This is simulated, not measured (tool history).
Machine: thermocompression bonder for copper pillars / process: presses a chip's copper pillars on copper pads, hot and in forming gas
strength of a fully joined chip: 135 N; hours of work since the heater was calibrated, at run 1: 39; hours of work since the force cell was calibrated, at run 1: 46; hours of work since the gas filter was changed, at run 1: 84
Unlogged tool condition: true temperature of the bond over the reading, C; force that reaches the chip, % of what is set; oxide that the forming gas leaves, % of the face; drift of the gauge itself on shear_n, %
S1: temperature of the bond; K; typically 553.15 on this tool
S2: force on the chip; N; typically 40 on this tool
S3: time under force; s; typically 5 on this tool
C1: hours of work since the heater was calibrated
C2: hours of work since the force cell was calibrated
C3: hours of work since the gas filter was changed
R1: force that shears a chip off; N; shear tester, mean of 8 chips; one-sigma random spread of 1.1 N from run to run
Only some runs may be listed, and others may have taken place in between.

Run 1, day 0: usual settings; C1 39; C2 46; C3 84. Result: R1 94.6 N.
Run 2, day 0.475: usual settings but S3 4 s; C1 44; C2 51; C3 89. Result: R1 89.1 N.
Run 3, day 0.825: usual settings but S3 4 s; C1 48; C2 55; C3 93. Result: R1 90.1 N.
Run 4, day 1.162: usual settings; C1 52; C2 59; C3 96. Result: R1 95.8 N.
Run 5, day 1.712: usual settings; C1 57; C2 64; C3 102. Result: R1 94.6 N.
Run 6, day 2.3: usual settings but S3 10 s; C1 64; C2 71; C3 108. Result: R1 110.4 N.
Run 7, day 2.596: usual settings; C1 67; C2 74; C3 111. Result: R1 94.1 N.
Run 8, day 3.25: usual settings; C1 74; C2 81; C3 118. Result: R1 93.7 N.
At day 3.35: forming gas filter changed.
Run 9, day 3.775: usual settings; C1 79; C2 86; C3 4. Result: R1 94.7 N.
Run 10, day 4.179: usual settings; C1 83; C2 90; C3 9. Result: R1 95.5 N.
Run 11, day 4.783: usual settings but S3 3 s; C1 90; C2 97; C3 15. Result: R1 83.3 N.
Run 12, day 5.362: usual settings but S3 3 s; C1 96; C2 103; C3 21. Result: R1 81.5 N.
Run 13, day 5.921: usual settings but S3 3 s; C1 102; C2 109; C3 27. Result: R1 82 N.
Run 14, day 6.2: usual settings but S3 3 s; C1 105; C2 112; C3 30. Result: R1 81.2 N.
Run 15, day 6.642: usual settings but S2 55 N; C1 109; C2 116; C3 35. Result: R1 114 N.
Run 16, day 7.15: usual settings but S2 55 N; C1 115; C2 122; C3 40. Result: R1 113.5 N.
Run 17, day 7.629: usual settings but S2 53 N; C1 120; C2 127; C3 45. Result: R1 112.2 N.

Run 18 comes next. What will it give?
Run 18, day 8.296: usual settings but S2 53 N; C1 127; C2 134; C3 52. Result: R1 ?.

R1: 111.9 N
Without the tool's hidden state the same run would have given R1 112.1 N.
